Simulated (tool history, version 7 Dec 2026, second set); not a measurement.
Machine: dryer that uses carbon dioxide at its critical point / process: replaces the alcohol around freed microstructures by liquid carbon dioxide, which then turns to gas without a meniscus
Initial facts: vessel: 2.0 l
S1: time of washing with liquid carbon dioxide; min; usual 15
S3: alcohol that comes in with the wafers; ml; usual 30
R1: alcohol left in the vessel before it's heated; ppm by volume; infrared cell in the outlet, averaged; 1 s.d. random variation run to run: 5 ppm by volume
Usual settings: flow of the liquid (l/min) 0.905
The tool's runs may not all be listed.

run 1 day=0.000 | S1=15 flow_of_the_liquid_(l/min)=0.905 S3=30 | R1=97
run 2 day=0.546 | S1=15 flow_of_the_liquid_(l/min)=0.905 S3=77 | R1=151
run 3 day=1.079 | S1=15 flow_of_the_liquid_(l/min)=0.905 S3=77 | R1=157
run 4 day=1.467 | S1=15 flow_of_the_liquid_(l/min)=0.905 S3=30 | R1=96
run 5 day=1.817 | S1=15 flow_of_the_liquid_(l/min)=0.905 S3=84 | R1=155
run 6 day=2.333 | S1=15 flow_of_the_liquid_(l/min)=0.905 S3=84 | R1=157
run 7 day=2.750 | S1=15 flow_of_the_liquid_(l/min)=0.905 S3=30 | R1=109
run 8 day=3.188 | S1=15 flow_of_the_liquid_(l/min)=0.905 S3=30 | R1=108
run 9 day=3.704 | S1=15 flow_of_the_liquid_(l/min)=0.905 S3=30 | R1=91
run 10 day=4.158 | S1=15 flow_of_the_liquid_(l/min)=0.905 S3=30 | R1=102
run 11 day=4.754 | S1=15 flow_of_the_liquid_(l/min)=1.051 S3=30 | R1=91
run 12 day=5.267 | S1=15 flow_of_the_liquid_(l/min)=1.051 S3=30 | R1=91
run 13 day=5.762 | S1=15 flow_of_the_liquid_(l/min)=1.051 S3=30 | R1=86
run 14 day=6.271 | S1=15 flow_of_the_liquid_(l/min)=0.820 S3=30 | R1=156
run 15 day=6.654 | S1=15 flow_of_the_liquid_(l/min)=0.820 S3=30 | R1=147
run 16 day=7.238 | S1=15 flow_of_the_liquid_(l/min)=0.905 S3=30 | R1=120
run 17 day=7.696 | S1=15 flow_of_the_liquid_(l/min)=0.905 S3=30 | R1=117
run 18 day=8.071 | S1=15 flow_of_the_liquid_(l/min)=0.905 S3=30 | R1=118
run 19 day=8.579 | S1=15 flow_of_the_liquid_(l/min)=0.905 S3=30 | R1=115
run 20 day=8.858 | S1=10 flow_of_the_liquid_(l/min)=0.569 S3=60 | R1=2723
run 21 day=9.412 | S1=10 flow_of_the_liquid_(l/min)=0.653 S3=57 | R1=1804
run 22 day=9.708 | S1=22 flow_of_the_liquid_(l/min)=0.905 S3=25 | R1=84
run 23 day=10.038 | S1=22 flow_of_the_liquid_(l/min)=0.905 S3=25 | R1=86
run 24 day=10.546 | S1=11 flow_of_the_liquid_(l/min)=1.158 S3=90 | R1=247
run 25 day=10.962 | S1=20 flow_of_the_liquid_(l/min)=0.657 S3=63 | R1=190
run 26 day=11.229 | S1=21 flow_of_the_liquid_(l/min)=1.059 S3=31 | R1=94
run 27 day=11.696 | S1=15 flow_of_the_liquid_(l/min)=0.797 S3=54 | R1=238
run 28 day=12.046 | S1=24 flow_of_the_liquid_(l/min)=0.675 S3=108 | R1=141
run 29 day=12.342 | S1=24 flow_of_the_liquid_(l/min)=0.675 S3=108 | R1=148
run 30 day=12.896 | S1=20 flow_of_the_liquid_(l/min)=0.840 S3=81 | R1=111
run 31 day=13.300 | S1=23 flow_of_the_liquid_(l/min)=0.590 S3=42 | R1=165
run 32 day=13.688 | S1=15 flow_of_the_liquid_(l/min)=0.808 S3=23 | R1=153
run 33 day=14.162 | S1=15 flow_of_the_liquid_(l/min)=0.718 S3=89 | R1=552

Consider 3 possible next runs. They are alternatives, not a sequence: every one starts from the tool as it was left by run 33. What does each give?
run A day=14.525 | S1=14 flow_of_the_liquid_(l/min)=0.832 S3=71 | R1=?
run B day=14.525 | S1=18 flow_of_the_liquid_(l/min)=0.905 S3=30 | R1=?
run C day=14.525 | S1=15 flow_of_the_liquid_(l/min)=0.905 S3=45 | R1=?

run=A R1=345
run=B R1=109
run=C R1=147
What these runs would have given with no unlogged condition in the tool:
run=A R1=187
run=B R1=15
run=C R1=42
